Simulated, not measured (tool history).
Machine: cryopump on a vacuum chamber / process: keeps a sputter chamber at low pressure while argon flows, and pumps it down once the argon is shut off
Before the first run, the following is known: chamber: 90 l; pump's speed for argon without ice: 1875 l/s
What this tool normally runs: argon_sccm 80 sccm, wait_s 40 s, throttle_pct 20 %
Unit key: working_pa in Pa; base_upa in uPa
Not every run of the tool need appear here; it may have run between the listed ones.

Run 1, hour 0.0: usual settings. Result: working_pa 0.3710 Pa, base_upa 3.45 uPa.
Run 2, hour 46.2: usual settings. Result: working_pa 0.3696 Pa, base_upa 3.42 uPa.
Run 3, hour 112.7: usual settings. Result: working_pa 0.3706 Pa, base_upa 3.48 uPa.
Run 4, hour 141.3: usual settings. Result: working_pa 0.3731 Pa, base_upa 3.43 uPa.
Run 5, hour 184.6: usual settings but throttle_pct 54 %. Result: working_pa 0.1454 Pa, base_upa 3.68 uPa.
Run 6, hour 230.4: usual settings but throttle_pct 54 %. Result: working_pa 0.1461 Pa, base_upa 3.50 uPa.
Run 7, hour 266.2: usual settings but throttle_pct 54 %. Result: working_pa 0.1469 Pa, base_upa 3.64 uPa.
Run 8, hour 311.4: usual settings but wait_s 234 s, throttle_pct 54 %. Result: working_pa 0.1476 Pa, base_upa 2.08 uPa.
Run 9, hour 357.7: usual settings but wait_s 234 s, throttle_pct 54 %. Result: working_pa 0.1483 Pa, base_upa 2.09 uPa.
Run 10, hour 396.9: usual settings but wait_s 234 s, throttle_pct 54 %. Result: working_pa 0.1490 Pa, base_upa 2.16 uPa.
Run 11, hour 437.1: usual settings but wait_s 234 s, throttle_pct 54 %. Result: working_pa 0.1494 Pa, base_upa 2.16 uPa.
Run 12, hour 483.0: usual settings but wait_s 234 s, throttle_pct 54 %. Result: working_pa 0.1503 Pa, base_upa 2.20 uPa.
Run 13, hour 539.5: usual settings. Result: working_pa 0.3763 Pa, base_upa 3.75 uPa.
Run 14, hour 595.8: usual settings. Result: working_pa 0.3797 Pa, base_upa 3.80 uPa.
At hour 604.0: pump warmed up, emptied and cooled again.
Run 15, hour 657.1: usual settings. Result: working_pa 0.3616 Pa, base_upa 3.51 uPa.
Run 16, hour 690.5: usual settings but argon_sccm 132 sccm. Result: working_pa 0.5987 Pa, base_upa 3.52 uPa.
Run 17, hour 733.5: usual settings but argon_sccm 132 sccm. Result: working_pa 0.5994 Pa, base_upa 3.59 uPa.
Run 18, hour 766.7: usual settings but argon_sccm 152 sccm, throttle_pct 33 %. Result: working_pa 0.4219 Pa, base_upa 3.51 uPa.
Run 19, hour 809.4: usual settings but argon_sccm 69 sccm, wait_s 292 s, throttle_pct 47 %. Result: working_pa 0.1348 Pa, base_upa 2.03 uPa.
Run 20, hour 852.8: usual settings but argon_sccm 63 sccm, wait_s 138 s, throttle_pct 38 %. Result: working_pa 0.1528 Pa, base_upa 2.33 uPa.
Run 21, hour 882.6: usual settings but argon_sccm 34 sccm, wait_s 127 s, throttle_pct 16 %. Result: working_pa 0.1928 Pa, base_upa 2.40 uPa.
Run 22, hour 927.6: usual settings but argon_sccm 34 sccm, wait_s 127 s, throttle_pct 16 %. Result: working_pa 0.1926 Pa, base_upa 2.47 uPa.
Run 23, hour 987.0: usual settings but wait_s 38 s, throttle_pct 36 %. Result: working_pa 0.2061 Pa, base_upa 3.82 uPa.
Run 24, hour 1023.7: usual settings but argon_sccm 65 sccm, throttle_pct 19 %. Result: working_pa 0.3137 Pa, base_upa 3.68 uPa.
Run 25, hour 1062.0: usual settings but argon_sccm 70 sccm, wait_s 101 s, throttle_pct 29 %. Result: working_pa 0.2246 Pa, base_upa 2.66 uPa.
Run 26, hour 1113.1: usual settings but argon_sccm 70 sccm, wait_s 101 s, throttle_pct 29 %. Result: working_pa 0.2242 Pa, base_upa 2.70 uPa.
Run 27, hour 1170.9: usual settings but argon_sccm 70 sccm, wait_s 101 s, throttle_pct 29 %. Result: working_pa 0.2234 Pa, base_upa 2.74 uPa.
Run 28, hour 1224.3: usual settings but argon_sccm 50 sccm, wait_s 299 s, throttle_pct 31 %. Result: working_pa 0.1506 Pa, base_upa 2.37 uPa.
Run 29, hour 1271.8: usual settings but wait_s 22 s. Result: working_pa 0.3702 Pa, base_upa 5.42 uPa.
Run 30, hour 1310.5: usual settings but argon_sccm 106 sccm, wait_s 204 s, throttle_pct 59 %. Result: working_pa 0.1746 Pa, base_upa 2.49 uPa.
Run 31, hour 1352.3: usual settings but wait_s 22 s, throttle_pct 34 %. Result: working_pa 0.2247 Pa, base_upa 5.57 uPa.
Run 32, hour 1408.0: usual settings but argon_sccm 43 sccm, wait_s 47 s, throttle_pct 34 %. Result: working_pa 0.1213 Pa, base_upa 3.79 uPa.
Run 33, hour 1463.4: usual settings but argon_sccm 43 sccm, wait_s 47 s, throttle_pct 34 %. Result: working_pa 0.1210 Pa, base_upa 3.82 uPa.

What if the next run were any one of these 5? Each begins from the tool's condition after run 33:
Run A, hour 1526.3: usual settings but argon_sccm 67 sccm, wait_s 163 s, throttle_pct 17 %. Result: working_pa ?, base_upa ?.
Run B, hour 1526.3: usual settings but argon_sccm 129 sccm, wait_s 28 s, throttle_pct 36 %. Result: working_pa ?, base_upa ?.
Run C, hour 1526.3: usual settings but argon_sccm 43 sccm, wait_s 149 s, throttle_pct 16 %. Result: working_pa ?, base_upa ?.
Run D, hour 1526.3: usual settings but wait_s 62 s, throttle_pct 39 %. Result: working_pa ?, base_upa ?.
Run E, hour 1526.3: usual settings but argon_sccm 140 sccm, wait_s 47 s, throttle_pct 34 %. Result: working_pa ?, base_upa ?.

run  working_pa  base_upa
  A      0.3640      2.80
  B      0.3447      4.95
  C      0.2482      2.84
  D      0.1980      3.48
  E      0.3907      3.80
Take away the tool's hidden state, keep each run's random variation, and the runs would have read:
run  working_pa  base_upa
  A      0.3533      0.61
  B      0.3240      2.78
  C      0.2413      0.66
  D      0.1852      1.32
  E      0.3684      1.69
